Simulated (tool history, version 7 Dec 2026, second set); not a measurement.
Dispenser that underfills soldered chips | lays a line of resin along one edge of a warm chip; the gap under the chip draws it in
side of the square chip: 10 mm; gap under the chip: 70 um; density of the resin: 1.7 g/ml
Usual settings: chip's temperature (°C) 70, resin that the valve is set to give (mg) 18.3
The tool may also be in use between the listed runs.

run,hour,chip's temperature (°C),resin that the valve is set to give (mg),time until the resin shows at the far edge (s),resin that the valve gave (mg)
1,0,70,18.3,105.8,18.21
2,9,70,18.3,148.9,18.16
# hour 13: new syringe of resin
3,16.3,71,18.3,99,18.14
4,21.2,71,18.3,117.9,18.07
# hour 29.8: new syringe of resin
5,30.3,70,18.3,93.1,18.06
6,39.4,70,18.3,130.2,18.09
# hour 47.1: new syringe of resin
7,48.2,70,18.3,94.4,18.03
8,52.9,70,18.3,115.1,17.9
9,62.1,80,18.3,118.1,17.94
# hour 63.8: new syringe of resin
10,67.6,70,21.2,104.3,20.64
11,73.9,70,18.3,132.5,17.99
# hour 80.9: new syringe of resin
12,81.6,70,18.3,91.7,18.01
13,87.6,70,18.3,117.7,17.93
14,95.5,70,18.3,157.6,17.72
# hour 97.8: new syringe of resin
15,102.9,70,18.3,110.2,17.66
16,112.9,73,17.5,148.4,16.89
# hour 114.7: new syringe of resin
17,123.2,73,17.5,116.8,16.8
18,127.5,59,18,222.2,17.45
# hour 131.6: new syringe of resin
19,133.2,59,18,142.5,17.37
20,139.5,64,22.9,149.8,22.02
# hour 147.1: dispensing valve cleaned and set on the balance
# hour 149.6: new syringe of resin
21,150.1,64,22.9,113.7,22.81
22,158,65,16.7,152.6,16.6
23,164.1,66,19.8,186.1,19.51
# hour 166.3: new syringe of resin
24,173.8,66,19.8,140.1,19.55
25,181.1,66,21.5,180.9,21.24
# hour 183.7: new syringe of resin
26,185.5,66,21.5,114.2,21.2
27,192.3,66,21.5,146,21.04
28,198.8,66,18.8,192.4,18.53
# hour 200.8: new syringe of resin
29,208.4,58,16.8,194.3,16.54

Measured less the same run without the tool's hidden state. The same run-to-run variation is in both; the gauge's scatter may not be:
The hidden state here: resin's viscosity, % of fresh resin's; dose that the valve gives, % of what is set; true chip temperature over the reading, C; drift of the gauge itself on fill_s, %; drift of the gauge itself on given_mg, %.
run,time until the resin shows at the far edge (s),resin that the valve gave (mg)
1,+19.2,-0.11
2,+62.9,-0.15
3,+14.6,-0.18
4,+34.8,-0.2
5,+6,-0.24
6,+44.5,-0.28
7,+7.6,-0.31
8,+26.8,-0.33
9,+54.1,-0.37
10,+17.9,-0.45
11,+46.4,-0.42
12,+6.2,-0.46
13,+30.6,-0.47
14,+71.7,-0.51
15,+23.4,-0.54
16,+68.9,-0.56
17,+37.2,-0.6
18,+94.4,-0.65
19,+15.4,-0.66
20,+44.3,-0.88
21,+7.9,-0.05
22,+47.9,-0.08
23,+85.2,-0.11
24,+40.6,-0.15
25,+84.1,-0.21
26,+14.7,-0.23
27,+48.4,-0.28
28,+92.2,-0.27
29,+58.1,-0.28
